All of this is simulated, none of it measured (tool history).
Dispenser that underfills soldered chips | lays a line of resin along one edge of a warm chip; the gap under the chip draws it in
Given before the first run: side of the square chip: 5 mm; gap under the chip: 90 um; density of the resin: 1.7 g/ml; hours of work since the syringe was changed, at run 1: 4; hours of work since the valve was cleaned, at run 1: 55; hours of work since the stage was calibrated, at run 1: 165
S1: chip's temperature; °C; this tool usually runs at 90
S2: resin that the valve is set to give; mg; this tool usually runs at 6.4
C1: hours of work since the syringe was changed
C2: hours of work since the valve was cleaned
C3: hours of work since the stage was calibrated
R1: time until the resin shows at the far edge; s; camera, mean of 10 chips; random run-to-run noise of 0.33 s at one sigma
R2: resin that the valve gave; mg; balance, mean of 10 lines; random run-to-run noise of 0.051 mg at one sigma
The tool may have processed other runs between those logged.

| run | day | S1 | S2 | C1 | C2 | C3 | R1 | R2 |
|---|---|---|---|---|---|---|---|---|
| 1 | 0 | 90 | 6.4 | 4 | 55 | 165 | 17.5 | 6.1 |
| 2 | 0.225 | 90 | 6.4 | 8 | 59 | 169 | 22.6 | 6.11 |
|  | 0.483 | new syringe of resin |
| 3 | 0.571 | 91 | 6.4 | 1 | 65 | 174 | 15 | 6.07 |
| 4 | 0.983 | 90 | 6.4 | 8 | 72 | 181 | 24.6 | 6.07 |
|  | 1.196 | new syringe of resin |
| 5 | 1.317 | 90 | 6.4 | 2 | 77 | 186 | 16.7 | 5.99 |
|  | 1.392 | dispensing valve cleaned and set on the balance |
| 6 | 1.75 | 96 | 6.4 | 8 | 6 | 193 | 18.1 | 6.41 |
|  | 1.946 | new syringe of resin |
| 7 | 1.946 | 90 | 6.4 | 0 | 9 | 196 | 13.7 | 6.4 |
| 8 | 2.167 | 83 | 6.4 | 4 | 13 | 200 | 23 | 6.3 |
| 9 | 2.442 | 90 | 5.71 | 8 | 17 | 204 | 23.9 | 5.63 |
|  | 2.671 | new syringe of resin |
| 10 | 2.671 | 90 | 5.45 | 0 | 21 | 208 | 14.3 | 5.33 |
| 11 | 3.083 | 90 | 5.45 | 7 | 28 | 215 | 22.7 | 5.34 |
|  | 3.396 | new syringe of resin |
| 12 | 3.488 | 90 | 6.4 | 2 | 34 | 221 | 15.1 | 6.25 |
| 13 | 3.796 | 90 | 6.4 | 7 | 39 | 226 | 21.5 | 6.23 |
|  | 4.112 | new syringe of resin |
| 14 | 4.171 | 91 | 6.4 | 1 | 45 | 232 | 14.3 | 6.15 |
| 15 | 4.4 | 91 | 6.4 | 5 | 49 | 236 | 17.8 | 6.23 |
| 16 | 4.642 | 94 | 6.81 | 9 | 53 | 240 | 20.8 | 6.54 |
|  | 4.825 | new syringe of resin |
| 17 | 4.929 | 94 | 6.81 | 2 | 57 | 244 | 13 | 6.46 |
| 18 | 5.138 | 94 | 7.52 | 5 | 61 | 248 | 16.6 | 7.05 |
| 19 | 5.321 | 93 | 5.6 | 8 | 64 | 251 | 21.4 | 5.3 |
| 20 | 5.512 | 93 | 5.6 | 11 | 67 | 254 | 26.7 | 5.32 |
|  | 5.562 | new syringe of resin |
| 21 | 5.942 | 93 | 5.6 | 6 | 74 | 261 | 19.4 | 5.23 |
|  | 6.171 | dispensing valve cleaned and set on the balance |
| 22 | 6.175 | 83 | 6.95 | 9 | 0 | 264 | 34.3 | 7.02 |
|  | 6.329 | new syringe of resin |
| 23 | 6.425 | 80 | 8 | 2 | 4 | 268 | 23.6 | 7.94 |
| 24 | 6.725 | 80 | 8 | 7 | 9 | 273 | 31.8 | 7.9 |
| 25 | 6.975 | 90 | 7.53 | 11 | 13 | 277 | 28.5 | 7.47 |
|  | 7.05 | new syringe of resin |
| 26 | 7.196 | 99 | 7.42 | 2 | 16 | 281 | 11.7 | 7.25 |
| 27 | 7.612 | 92 | 6.4 | 9 | 23 | 288 | 24.2 | 6.18 |

Forecast each of these 4 alternatives for the next run:
|  | 7.758 | new syringe of resin |
| A | 7.862 | 97 | 7.2 | 2 | 27 | 291 | ? | ? |
|  | 7.758 | new syringe of resin |
| B | 7.862 | 100 | 5.45 | 2 | 27 | 291 | ? | ? |
|  | 7.758 | new syringe of resin |
| C | 7.862 | 94 | 7.93 | 2 | 27 | 291 | ? | ? |
|  | 7.758 | new syringe of resin |
| D | 7.862 | 80 | 7.11 | 2 | 27 | 291 | ? | ? |

| run | R1 | R2 |
|---|---|---|
| A | 11.4 | 7.07 |
| B | 11.5 | 5.32 |
| C | 13 | 7.74 |
| D | 23.5 | 6.91 |
The same runs, with their run-to-run variation unchanged, on a tool lacking any hidden condition would have given:
| run | R1 | R2 |
|---|---|---|
| A | 9.7 | 7.25 |
| B | 10 | 5.46 |
| C | 11.1 | 7.95 |
| D | 20 | 7.09 |

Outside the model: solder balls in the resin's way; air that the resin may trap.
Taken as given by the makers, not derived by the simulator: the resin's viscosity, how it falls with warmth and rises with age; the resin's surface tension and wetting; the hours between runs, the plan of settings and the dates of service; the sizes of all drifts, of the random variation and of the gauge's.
